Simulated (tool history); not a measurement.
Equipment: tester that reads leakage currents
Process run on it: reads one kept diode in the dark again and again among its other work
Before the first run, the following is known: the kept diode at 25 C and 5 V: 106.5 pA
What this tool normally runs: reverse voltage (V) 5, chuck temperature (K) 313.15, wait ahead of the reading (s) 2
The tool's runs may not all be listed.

run,hour,reverse voltage (V),chuck temperature (K),wait ahead of the reading (s),current that the tester gives (pA)
1,0,5,313.15,2,373.88
2,25.7,14.38,313.15,2,616.21
3,51.1,14.38,313.15,2,620.8
4,74.1,14.38,313.15,2,617.9
5,108.5,14.38,313.15,2,613.18
6,126.3,14.38,313.15,2,616.53
7,158.8,5,313.15,2,372.32
8,176.4,4.34,313.15,2,349.58
9,212.6,5,313.15,2,373.23
10,242,5,313.15,2,372.4
11,265.5,1.35,313.15,2,201.55
12,292.7,1.35,313.15,2,202.54
13,328.6,5,313.15,2,372.94
14,362.1,5,313.15,2,371.42
# hour 366.5: tester calibrated
15,396.1,5,313.15,2,372.49
16,427.5,5,313.15,2,371.37
17,463.7,5,313.15,2,371.31
18,479.7,2.93,294.15,1.35,60.62
# hour 518.2: tester calibrated, once more
19,519.2,2.93,294.15,1.35,60.57
20,542.9,1.75,313.15,2,224.17
21,570.6,1.75,313.15,2,224.39
22,594.9,1.75,313.15,2,224.58
23,625.9,1.75,313.15,2,224.01
# hour 645.3: probe card cleaned and baked
24,664.8,5.24,303.15,7.76,159.11
25,687.3,14.45,323.15,0.83,1259.64

What does the tool deliver on the next run?
26,703.1,4.19,323.15,0.68,?

Run 26 gave current that the tester gives (pA) 712.23.
Without the tool's hidden state the same run would have given current that the tester gives (pA) 751.45.
